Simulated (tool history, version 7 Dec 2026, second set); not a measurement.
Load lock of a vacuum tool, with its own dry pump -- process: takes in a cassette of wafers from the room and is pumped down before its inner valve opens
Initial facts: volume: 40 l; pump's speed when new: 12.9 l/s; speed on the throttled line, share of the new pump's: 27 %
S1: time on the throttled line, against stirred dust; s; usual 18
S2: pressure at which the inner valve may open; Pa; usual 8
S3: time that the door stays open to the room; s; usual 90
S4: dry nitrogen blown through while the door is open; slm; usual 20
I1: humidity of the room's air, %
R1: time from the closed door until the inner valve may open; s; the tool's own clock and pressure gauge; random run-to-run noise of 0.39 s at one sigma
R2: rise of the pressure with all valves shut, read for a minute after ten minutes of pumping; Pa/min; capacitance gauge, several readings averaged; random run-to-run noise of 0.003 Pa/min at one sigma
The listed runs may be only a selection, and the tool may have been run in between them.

{"run": 1, "hour": 0.0, "S1": 18, "S2": 8, "S3": 90, "S4": 20, "I1": 43.3, "R1": 45.2, "R2": 0.059}
{"run": 2, "hour": 70.4, "S1": 18, "S2": 8, "S3": 90, "S4": 20, "I1": 45.5, "R1": 44.7, "R2": 0.063}
{"run": 3, "hour": 191.8, "S1": 18, "S2": 8, "S3": 34, "S4": 20, "I1": 48.5, "R1": 44.9, "R2": 0.057}
{"run": 4, "hour": 292.4, "S1": 18, "S2": 8, "S3": 34, "S4": 20, "I1": 49.7, "R1": 44.6, "R2": 0.059}
{"run": 5, "hour": 422.8, "S1": 18, "S2": 8, "S3": 34, "S4": 20, "I1": 43.3, "R1": 44.5, "R2": 0.061}
{"run": 6, "hour": 528.0, "S1": 18, "S2": 8, "S3": 90, "S4": 20, "I1": 46.0, "R1": 44.8, "R2": 0.076}
{"run": 7, "hour": 655.0, "S1": 18, "S2": 8, "S3": 90, "S4": 20, "I1": 45.8, "R1": 44.9, "R2": 0.076}
{"run": 8, "hour": 739.0, "S1": 18, "S2": 8, "S3": 90, "S4": 20, "I1": 46.0, "R1": 45.5, "R2": 0.08}
{"run": 9, "hour": 822.6, "S1": 18, "S2": 8, "S3": 90, "S4": 20, "I1": 43.0, "R1": 45.0, "R2": 0.08}
{"run": 10, "hour": 921.1, "S1": 18, "S2": 8, "S3": 90, "S4": 20, "I1": 43.6, "R1": 45.8, "R2": 0.083}
{"run": 11, "hour": 1034.4, "S1": 28, "S2": 8, "S3": 90, "S4": 20, "I1": 48.3, "R1": 52.2, "R2": 0.088}
{"run": 12, "hour": 1127.7, "S1": 28, "S2": 8, "S3": 90, "S4": 20, "I1": 43.6, "R1": 52.9, "R2": 0.085}

Forecast run 13:
{"run": 13, "hour": 1182.1, "S1": 28, "S2": 8, "S3": 90, "S4": 20, "I1": 41.6, "R1": "?", "R2": "?"}

{"run 13": {"R1": 52.3, "R2": 0.089}}
Were there no unlogged condition in the tool, this run, its random variation unchanged, would have produced R1 49.8 s, R2 0.024 Pa/min.
